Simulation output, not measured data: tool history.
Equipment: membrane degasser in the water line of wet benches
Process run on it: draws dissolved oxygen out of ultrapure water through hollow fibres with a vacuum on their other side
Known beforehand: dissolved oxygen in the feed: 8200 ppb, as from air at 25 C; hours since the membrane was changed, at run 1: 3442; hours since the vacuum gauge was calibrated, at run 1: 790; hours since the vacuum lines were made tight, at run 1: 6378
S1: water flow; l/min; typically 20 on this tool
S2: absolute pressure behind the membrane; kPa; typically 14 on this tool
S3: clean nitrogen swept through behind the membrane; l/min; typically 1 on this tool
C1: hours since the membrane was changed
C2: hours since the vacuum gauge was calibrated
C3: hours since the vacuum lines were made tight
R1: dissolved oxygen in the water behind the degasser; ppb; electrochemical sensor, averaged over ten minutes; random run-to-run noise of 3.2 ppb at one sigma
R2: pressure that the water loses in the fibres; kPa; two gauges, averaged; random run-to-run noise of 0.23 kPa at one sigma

run	hour	S1	S2	S3	C1	C2	C3	R1	R2
1	0	20	14	1	3442	790	6378	538.7	58.43
2	39.4	20	14	1	3481	829	6418	536.9	57.73
3	129.2	20	14	1	3571	919	6507	538.8	58.54
4	194.9	20	14	1	3636	985	6573	548.9	58.39
5	256.5	20	14	1	3698	1046	6635	531.9	58
6	341.4	21	14	1	3783	1131	6720	569	61.69
7	418.2	21	14	1	3860	1208	6796	569.4	61.27
8	506.8	20	14	1.92	3948	1297	6885	340.9	58.63
9	558.5	20	25.4	1	4000	1348	6937	974.2	58.4
10	621.1	20	14	0.8	4063	1411	6999	633.5	58.42
11	679	20	14	1.33	4121	1469	7057	443.3	58.73
12	760.9	20	14	1	4202	1551	7139	536	58.43
13	800	20	14	1	4242	1590	7178	540.2	58.67
14	867.7	20	14	1	4309	1658	7246	549.9	58.12
15	934.6	20	27.5	1	4376	1724	7313	1042.6	58.34
16	1005.5	20	14	1	4447	1795	7384	546.6	58.9
17	1079.5	23	21.9	0.92	4521	1869	7458	1022.9	67.68
18	1150.3	25	34	0.93	4592	1940	7528	1589.5	73.03
19	1228.1	25	34	0.93	4670	2018	7606	1605.5	73.12
20	1300.9	14	14.9	0.89	4742	2091	7679	435.3	40.92
21	1351.9	14	14.9	0.89	4793	2142	7730	433	41.09
22	1428.3	14	14.9	0.89	4870	2218	7806	431.4	41
23	1465.8	20	17.4	1.12	4907	2256	7844	623.2	59.34
24	1504.2	20	17.4	1.12	4946	2294	7882	620.6	58.96
25	1590.5	22	25.8	1.12	5032	2380	7969	992.5	64.65
26	1633.5	22	25.8	1.12	5075	2423	8012	998.1	64.46
27	1696.4	28	14	1	5138	2486	8075	802.3	82.69
28	1761.8	16	14	1	5203	2552	8140	422.2	47.21
29	1817	15	14	1.88	5259	2607	8195	237.6	44.18
30	1870	15	14	1.88	5312	2660	8248	235.1	44.25
31	1921.2	20	14	1.88	5363	2711	8299	349.3	58.91
32	1971.9	20	14	1.88	5413	2762	8350	349.5	58.95

Predict each of these 4 candidate next runs independently; none follows another, all start after run 32:
A	2025.9	20	14	1.4	5467	2816	8404	?	?
B	2025.9	13	12.1	0.68	5467	2816	8404	?	?
C	2025.9	20	14	2.24	5467	2816	8404	?	?
D	2025.9	15	26.2	1.88	5467	2816	8404	?	?

run	R1	R2
A	428.3	59.13
B	387.2	38.61
C	311.4	58.72
D	459	44.05
The same runs, with their run-to-run variation unchanged, on a tool lacking any hidden condition would have given:
run	R1	R2
A	413.7	57.4
B	378.9	37.47
C	297.7	56.98
D	449.6	42.75

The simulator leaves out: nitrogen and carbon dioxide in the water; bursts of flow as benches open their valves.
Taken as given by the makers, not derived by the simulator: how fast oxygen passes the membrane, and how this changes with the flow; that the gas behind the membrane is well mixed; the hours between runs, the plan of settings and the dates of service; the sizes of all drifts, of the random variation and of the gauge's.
